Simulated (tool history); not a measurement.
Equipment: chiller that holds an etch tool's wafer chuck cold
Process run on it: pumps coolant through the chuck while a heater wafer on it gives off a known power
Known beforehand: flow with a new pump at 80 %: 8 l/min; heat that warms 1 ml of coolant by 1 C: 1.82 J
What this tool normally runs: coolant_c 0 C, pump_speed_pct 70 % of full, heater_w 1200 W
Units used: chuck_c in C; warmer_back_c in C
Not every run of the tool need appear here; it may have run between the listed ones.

| run | hour | coolant_c | pump_speed_pct | heater_w | chuck_c | warmer_back_c |
|---|---|---|---|---|---|---|
| 1 | 0.0 | 0 | 70 | 1200 | 15.2 | 6.20 |
| 2 | 115.1 | 0 | 70 | 1200 | 13.8 | 6.13 |
| 3 | 227.7 | 0 | 70 | 1200 | 13.6 | 6.20 |
| 4 | 317.3 | 0 | 70 | 1200 | 13.7 | 6.22 |
| 5 | 412.1 | 0 | 70 | 1200 | 13.3 | 6.26 |
| 6 | 486.8 | 9 | 70 | 1200 | 22.4 | 6.24 |
| 7 | 560.1 | 9 | 70 | 1200 | 22.3 | 6.25 |
| 8 | 645.4 | 0 | 70 | 706 | 7.9 | 3.67 |
| 9 | 756.9 | 0 | 87 | 1200 | 11.7 | 5.11 |
| 10 | 856.0 | 0 | 70 | 1200 | 13.7 | 6.32 |
| 11 | 973.2 | 0 | 70 | 1200 | 13.8 | 6.35 |
| 12 | 1036.4 | 0 | 70 | 1200 | 13.8 | 6.33 |
| 13 | 1099.2 | 0 | 70 | 773 | 9.2 | 4.11 |
| 14 | 1160.6 | 6 | 70 | 1200 | 20.2 | 6.43 |
| 15 | 1238.7 | 0 | 79 | 1200 | 13.0 | 5.62 |
| 16 | 1320.5 | 0 | 94 | 1200 | 11.6 | 4.80 |
| 17 | 1389.3 | 0 | 90 | 1157 | 11.5 | 4.87 |
| 18 | 1491.5 | -1 | 91 | 1200 | 11.1 | 4.98 |
| 19 | 1588.5 | -1 | 91 | 1200 | 11.1 | 5.02 |
| 20 | 1694.1 | 5 | 99 | 1200 | 16.5 | 4.61 |
| 21 | 1756.2 | 3 | 76 | 1200 | 17.0 | 6.00 |
| 22 | 1845.3 | 3 | 76 | 1200 | 17.0 | 5.94 |
| 23 | 1925.2 | 3 | 76 | 1200 | 17.0 | 6.00 |
| 24 | 2008.6 | 3 | 76 | 1200 | 17.0 | 6.03 |
| 25 | 2096.8 | 0 | 79 | 1200 | 13.7 | 5.84 |
| 26 | 2210.2 | 8 | 99 | 1768 | 25.7 | 6.90 |
| 27 | 2329.1 | 3 | 70 | 676 | 11.6 | 3.72 |
| 28 | 2387.9 | 0 | 94 | 1369 | 14.3 | 5.69 |
| 29 | 2485.3 | 4 | 64 | 708 | 13.6 | 4.22 |
| 30 | 2548.5 | 0 | 70 | 689 | 8.9 | 3.80 |
| 31 | 2618.0 | -10 | 70 | 1766 | 12.7 | 9.78 |
| 32 | 2703.4 | -10 | 70 | 1766 | 10.3 | 8.27 |

Between the runs listed above, the log contained 3 entries, not reproduced here. Where in the sequence does each belong, and how does what the log doesn't record of the tool's condition differ from the listed run before to the listed run after?
In the gap between runs 1 and 2: coolant changed, channels flushed (hour 35.0)
  heat passed by the chuck's channels, % of clean ones': 85.5 -> 99.4; flow at a given pump speed, % of a new pump's: 91.2 -> 90.9; coolant's true temperature over the reading, C: 0.48 -> 0.5
  measured value less the no-hidden-state value, chuck_c: +2.9 -> +1.3 C; warmer_back_c: +0.55 -> +0.56 C
In the gap between runs 4 and 5: chiller's thermometer calibrated (hour 366.8)
  heat passed by the chuck's channels, % of clean ones': 98.5 -> 98.1; flow at a given pump speed, % of a new pump's: 90.4 -> 90.2; coolant's true temperature over the reading, C: 0.54 -> 0.01
  measured value less the no-hidden-state value, chuck_c: +1.5 -> +1.1 C; warmer_back_c: +0.60 -> +0.61 C
In the gap between runs 31 and 32: coolant pump overhauled (hour 2656.7)
  heat passed by the chuck's channels, % of clean ones': 87.8 -> 87.3; flow at a given pump speed, % of a new pump's: 84.5 -> 100.2; coolant's true temperature over the reading, C: 0.38 -> 0.4
  measured value less the no-hidden-state value, chuck_c: +4.6 -> +2.2 C; warmer_back_c: +1.52 -> -0.01 C

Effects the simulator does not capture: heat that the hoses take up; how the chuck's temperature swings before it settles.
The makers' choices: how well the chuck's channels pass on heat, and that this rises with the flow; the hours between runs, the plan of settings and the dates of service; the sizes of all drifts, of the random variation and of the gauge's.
